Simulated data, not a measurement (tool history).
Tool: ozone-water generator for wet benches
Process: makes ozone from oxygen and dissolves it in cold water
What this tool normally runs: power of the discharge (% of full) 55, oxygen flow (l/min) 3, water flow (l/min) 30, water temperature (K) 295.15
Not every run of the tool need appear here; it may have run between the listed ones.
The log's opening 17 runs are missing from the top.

| run | day | power of the discharge (% of full) | oxygen flow (l/min) | water flow (l/min) | water temperature (K) | dissolved ozone (ppm) | ozone in the gas ahead of the water (g/m3) |
|---|---|---|---|---|---|---|---|
| 18 | 117.7 | 56 | 3.96 | 43 | 298.15 | 7.67 | 177.8 |
| 19 | 127.304 | 56 | 3.96 | 43 | 298.15 | 7.61 | 176.7 |
| 20 | 132.512 | 72 | 2.02 | 30 | 295.15 | 11.04 | 293.2 |
| 21 | 140.8 | 72 | 2.02 | 30 | 295.15 | 11.05 | 291 |
| 22 | 145.642 | 43 | 4.34 | 19 | 295.15 | 13.36 | 135.5 |
| 23 | 149.738 | 89 | 4.34 | 19 | 297.15 | 23.58 | 250.8 |
| 24 | 156.888 | 55 | 4.77 | 29 | 290.15 | 12.3 | 159.4 |
| 25 | 165.158 | 55 | 4.77 | 29 | 290.15 | 12.23 | 160.7 |
| 26 | 173.988 | 74 | 3.61 | 38 | 301.15 | 10.11 | 231 |
| 27 | 179.304 | 85 | 3.73 | 46 | 295.15 | 9.99 | 255.8 |
| 28 | 187.467 | 55 | 3 | 37 | 295.15 | 8.01 | 197.4 |
| 29 | 194.346 | 82 | 2.76 | 37 | 295.15 | 10.82 | 279.2 |
| 30 | 198.554 | 82 | 3.16 | 33 | 295.15 | 12.73 | 266.8 |
| 31 | 204.975 | 83 | 3 | 23 | 299.15 | 17.22 | 275.2 |
| 32 | 210.138 | 73 | 3 | 45 | 299.15 | 8.02 | 246.1 |

3 options for the next run, each taken on its own from the tool as it stands now. Forecast them:
| A | 216.067 | 73 | 3 | 45 | 299.15 | ? | ? |
| B | 216.067 | 55 | 3 | 29 | 293.15 | ? | ? |
| C | 216.067 | 55 | 4.71 | 26 | 290.15 | ? | ? |

| run | dissolved ozone (ppm) | ozone in the gas ahead of the water (g/m3) |
|---|---|---|
| A | 7.91 | 247.4 |
| B | 10.26 | 195.9 |
| C | 13.35 | 160.3 |
With no hidden state in the tool, these same runs would have given:
| run | dissolved ozone (ppm) | ozone in the gas ahead of the water (g/m3) |
|---|---|---|
| A | 8.4 | 258 |
| B | 10.77 | 202.4 |
| C | 14 | 165.6 |

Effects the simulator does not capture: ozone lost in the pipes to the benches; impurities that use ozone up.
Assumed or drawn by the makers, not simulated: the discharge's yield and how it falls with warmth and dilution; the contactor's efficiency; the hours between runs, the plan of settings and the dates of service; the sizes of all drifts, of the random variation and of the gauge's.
